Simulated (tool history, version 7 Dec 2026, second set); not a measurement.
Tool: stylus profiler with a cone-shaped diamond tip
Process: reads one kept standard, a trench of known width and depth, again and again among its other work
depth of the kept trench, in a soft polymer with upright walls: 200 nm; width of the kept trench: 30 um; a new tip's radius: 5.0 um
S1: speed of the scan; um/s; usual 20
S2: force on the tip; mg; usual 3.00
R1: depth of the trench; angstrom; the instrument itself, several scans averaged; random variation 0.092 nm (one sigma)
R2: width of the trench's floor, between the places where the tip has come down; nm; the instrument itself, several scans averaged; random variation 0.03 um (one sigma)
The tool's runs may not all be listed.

run 1 hour=0.0 | S1=20 S2=3.00 | R1=2026.8 R2=26530
run 2 hour=27.0 | S1=20 S2=3.00 | R1=2025.2 R2=26550
run 3 hour=69.0 | S1=20 S2=3.00 | R1=2026.8 R2=26570
run 4 hour=100.2 | S1=20 S2=3.00 | R1=2026.6 R2=26540
run 5 hour=143.0 | S1=20 S2=1.34 | R1=2013.6 R2=26470
run 6 hour=176.2 | S1=20 S2=4.20 | R1=2031.5 R2=26460
run 7 hour=209.2 | S1=20 S2=3.00 | R1=2025.3 R2=26480
run 8 hour=248.5 | S1=20 S2=3.00 | R1=2023.8 R2=26490
run 9 hour=295.6 | S1=20 S2=1.08 | R1=2009.8 R2=26400
run 10 hour=322.8 | S1=46 S2=3.00 | R1=2023.2 R2=26420
run 11 hour=357.4 | S1=46 S2=4.13 | R1=2031.1 R2=26380
-- hour=360.6 height scale calibrated on a step standard
run 12 hour=404.4 | S1=6 S2=2.90 | R1=2022.1 R2=26400

Forecast run 13:
run 13 hour=434.0 | S1=6 S2=2.90 | R1=? R2=?

Run 13 gave R1 2020.8 angstrom, R2 26430 nm.
Without the tool's hidden state the same run would have given R1 2028.5 angstrom, R2 27170 nm.
